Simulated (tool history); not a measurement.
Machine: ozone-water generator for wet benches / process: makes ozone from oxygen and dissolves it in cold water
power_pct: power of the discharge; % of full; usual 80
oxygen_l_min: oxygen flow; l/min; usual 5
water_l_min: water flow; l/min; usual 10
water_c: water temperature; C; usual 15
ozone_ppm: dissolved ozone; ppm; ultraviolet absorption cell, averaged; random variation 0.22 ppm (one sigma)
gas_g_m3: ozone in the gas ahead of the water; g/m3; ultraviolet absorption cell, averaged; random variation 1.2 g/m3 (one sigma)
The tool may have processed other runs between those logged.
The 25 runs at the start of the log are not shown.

{"run": 26, "hour": 3064.4, "power_pct": 52, "oxygen_l_min": 3.79, "water_l_min": 10, "water_c": 9, "ozone_ppm": 30.6, "gas_g_m3": 206.7}
{"run": 27, "hour": 3176.5, "power_pct": 50, "oxygen_l_min": 3.54, "water_l_min": 15, "water_c": 11, "ozone_ppm": 21.5, "gas_g_m3": 211.4}
{"hour": 3238.8, "done": "contactor cleaned"}
{"run": 28, "hour": 3345.8, "power_pct": 80, "oxygen_l_min": 3.7, "water_l_min": 7, "water_c": 16, "ozone_ppm": 41.8, "gas_g_m3": 258.6}
{"run": 29, "hour": 3487.3, "power_pct": 80, "oxygen_l_min": 3.7, "water_l_min": 7, "water_c": 16, "ozone_ppm": 42.1, "gas_g_m3": 259.7}
{"run": 30, "hour": 3618.1, "power_pct": 80, "oxygen_l_min": 3.7, "water_l_min": 7, "water_c": 16, "ozone_ppm": 42.1, "gas_g_m3": 257.9}
{"run": 31, "hour": 3708.8, "power_pct": 80, "oxygen_l_min": 3.7, "water_l_min": 16, "water_c": 19, "ozone_ppm": 23.4, "gas_g_m3": 260.4}
{"run": 32, "hour": 3823.6, "power_pct": 65, "oxygen_l_min": 3.7, "water_l_min": 15, "water_c": 19, "ozone_ppm": 21.8, "gas_g_m3": 234.2}
{"run": 33, "hour": 3914.4, "power_pct": 65, "oxygen_l_min": 3.7, "water_l_min": 15, "water_c": 19, "ozone_ppm": 22, "gas_g_m3": 234.1}

4 options for the next run, each taken on its own from the tool as it stands now. Forecast them:
{"run": "A", "hour": 4003.9, "power_pct": 80, "oxygen_l_min": 5, "water_l_min": 15, "water_c": 10, "ozone_ppm": "?", "gas_g_m3": "?"}
{"run": "B", "hour": 4003.9, "power_pct": 65, "oxygen_l_min": 4.24, "water_l_min": 7, "water_c": 19, "ozone_ppm": "?", "gas_g_m3": "?"}
{"run": "C", "hour": 4003.9, "power_pct": 80, "oxygen_l_min": 5, "water_l_min": 8, "water_c": 15, "ozone_ppm": "?", "gas_g_m3": "?"}
{"run": "D", "hour": 4003.9, "power_pct": 40, "oxygen_l_min": 4.44, "water_l_min": 10, "water_c": 15, "ozone_ppm": "?", "gas_g_m3": "?"}

run=A ozone_ppm=26.2 gas_g_m3=211.5
run=B ozone_ppm=34.2 gas_g_m3=212.3
run=C ozone_ppm=36.4 gas_g_m3=212.3
run=D ozone_ppm=23.2 gas_g_m3=162
Take away the tool's hidden state, keep each run's random variation, and the runs would have read:
run=A ozone_ppm=26.2 gas_g_m3=211.9
run=B ozone_ppm=34.2 gas_g_m3=212.6
run=C ozone_ppm=36.5 gas_g_m3=212.7
run=D ozone_ppm=23.3 gas_g_m3=162.2
